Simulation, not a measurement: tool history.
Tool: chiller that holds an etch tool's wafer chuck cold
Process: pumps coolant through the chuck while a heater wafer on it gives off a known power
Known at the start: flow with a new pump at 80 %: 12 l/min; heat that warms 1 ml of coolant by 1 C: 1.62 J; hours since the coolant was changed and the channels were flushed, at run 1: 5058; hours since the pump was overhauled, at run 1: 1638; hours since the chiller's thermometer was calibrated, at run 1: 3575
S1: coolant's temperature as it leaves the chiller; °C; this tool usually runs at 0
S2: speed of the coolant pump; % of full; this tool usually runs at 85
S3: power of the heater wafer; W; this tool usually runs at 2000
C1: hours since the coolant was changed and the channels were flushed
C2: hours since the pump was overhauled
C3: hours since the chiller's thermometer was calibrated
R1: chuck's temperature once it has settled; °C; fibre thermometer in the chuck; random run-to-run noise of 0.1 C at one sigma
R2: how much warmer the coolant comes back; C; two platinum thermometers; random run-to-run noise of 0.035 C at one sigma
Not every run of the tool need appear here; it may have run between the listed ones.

run 1 day=0 | S1=0 S2=85 S3=2000 | C1=5058 C2=1638 C3=3575 | R1=25.9 R2=5.91
run 2 day=1.517 | S1=10 S2=85 S3=2000 | C1=5095 C2=1674 C3=3612 | R1=35.8 R2=5.97
run 3 day=2.925 | S1=10 S2=78 S3=2000 | C1=5129 C2=1708 C3=3645 | R1=37.3 R2=6.56
run 4 day=4.392 | S1=0 S2=85 S3=2000 | C1=5164 C2=1743 C3=3681 | R1=26.1 R2=6.07
run 5 day=6.025 | S1=0 S2=85 S3=2000 | C1=5203 C2=1782 C3=3720 | R1=26.2 R2=5.99
run 6 day=6.921 | S1=0 S2=85 S3=2000 | C1=5225 C2=1804 C3=3741 | R1=26 R2=5.97
run 7 day=8.742 | S1=0 S2=85 S3=2000 | C1=5268 C2=1847 C3=3785 | R1=26.3 R2=6.04
run 8 day=10.571 | S1=-3 S2=85 S3=2000 | C1=5312 C2=1891 C3=3829 | R1=23 R2=6.04
run 9 day=12.312 | S1=-3 S2=85 S3=2000 | C1=5354 C2=1933 C3=3871 | R1=23.2 R2=6.02
run 10 day=13.529 | S1=-3 S2=85 S3=2000 | C1=5383 C2=1962 C3=3900 | R1=22.9 R2=6.02
run 11 day=15.254 | S1=-3 S2=85 S3=2000 | C1=5424 C2=2004 C3=3941 | R1=23.2 R2=6.01
run 12 day=16.3 | S1=-3 S2=85 S3=2000 | C1=5450 C2=2029 C3=3966 | R1=23.3 R2=6.07
-- day=16.442 chiller's thermometer calibrated
run 13 day=17.104 | S1=-3 S2=85 S3=2000 | C1=5468 C2=2047 C3=16 | R1=23.4 R2=6.03
run 14 day=18.792 | S1=0 S2=85 S3=2000 | C1=5508 C2=2087 C3=56 | R1=26.3 R2=6.08
-- day=19.6 chiller's thermometer calibrated, once more
run 15 day=20.279 | S1=0 S2=85 S3=1386 | C1=5543 C2=2122 C3=16 | R1=17.9 R2=4.22
run 16 day=21.975 | S1=0 S2=85 S3=1386 | C1=5584 C2=2163 C3=57 | R1=17.7 R2=4.2
run 17 day=23.154 | S1=0 S2=85 S3=1386 | C1=5612 C2=2191 C3=85 | R1=18 R2=4.17
run 18 day=24.992 | S1=3 S2=64 S3=1997 | C1=5656 C2=2235 C3=129 | R1=33.4 R2=8.07
run 19 day=26.717 | S1=3 S2=64 S3=1997 | C1=5698 C2=2277 C3=171 | R1=33.2 R2=8.08
run 20 day=28.038 | S1=3 S2=64 S3=1997 | C1=5729 C2=2308 C3=203 | R1=33.4 R2=8.08
run 21 day=29.304 | S1=3 S2=64 S3=1997 | C1=5760 C2=2339 C3=233 | R1=33.4 R2=8.15
run 22 day=30.721 | S1=1 S2=83 S3=2000 | C1=5794 C2=2373 C3=267 | R1=27.3 R2=6.2
run 23 day=32.1 | S1=-5 S2=92 S3=2866 | C1=5827 C2=2406 C3=300 | R1=30.7 R2=8.04
run 24 day=33.725 | S1=-5 S2=92 S3=1950 | C1=5866 C2=2445 C3=339 | R1=19.2 R2=5.48
run 25 day=34.579 | S1=-5 S2=92 S3=1950 | C1=5886 C2=2465 C3=360 | R1=19.2 R2=5.49
run 26 day=35.992 | S1=-5 S2=92 S3=1950 | C1=5920 C2=2499 C3=393 | R1=19.2 R2=5.46
run 27 day=37.583 | S1=-5 S2=92 S3=1950 | C1=5958 C2=2538 C3=432 | R1=19.2 R2=5.45
run 28 day=38.642 | S1=-5 S2=92 S3=1950 | C1=5984 C2=2563 C3=457 | R1=19.2 R2=5.46
run 29 day=40.046 | S1=-9 S2=83 S3=2301 | C1=6018 C2=2597 C3=491 | R1=21.4 R2=7.23
run 30 day=41.142 | S1=-8 S2=83 S3=1700 | C1=6044 C2=2623 C3=517 | R1=14.6 R2=5.38
run 31 day=41.962 | S1=-8 S2=83 S3=1700 | C1=6064 C2=2643 C3=537 | R1=14.6 R2=5.29
run 32 day=43.5 | S1=8 S2=98 S3=1081 | C1=6100 C2=2679 C3=574 | R1=21.1 R2=2.86

3 options for the next run, each taken on its own from the tool as it stands now. Forecast them:
run A day=45.071 | S1=-9 S2=85 S3=2000 | C1=6138 C2=2717 C3=611 | R1=? R2=?
run B day=45.071 | S1=9 S2=98 S3=1702 | C1=6138 C2=2717 C3=611 | R1=? R2=?
run C day=45.071 | S1=0 S2=100 S3=2761 | C1=6138 C2=2717 C3=611 | R1=? R2=?

run=A R1=17.2 R2=6.1
run=B R1=29.9 R2=4.55
run=C R1=33 R2=7.14
Stripped of hidden state, with their random variation kept, the same runs would have yielded:
run=A R1=13.7 R2=5.78
run=B R1=27.1 R2=4.31
run=C R1=28.6 R2=6.77
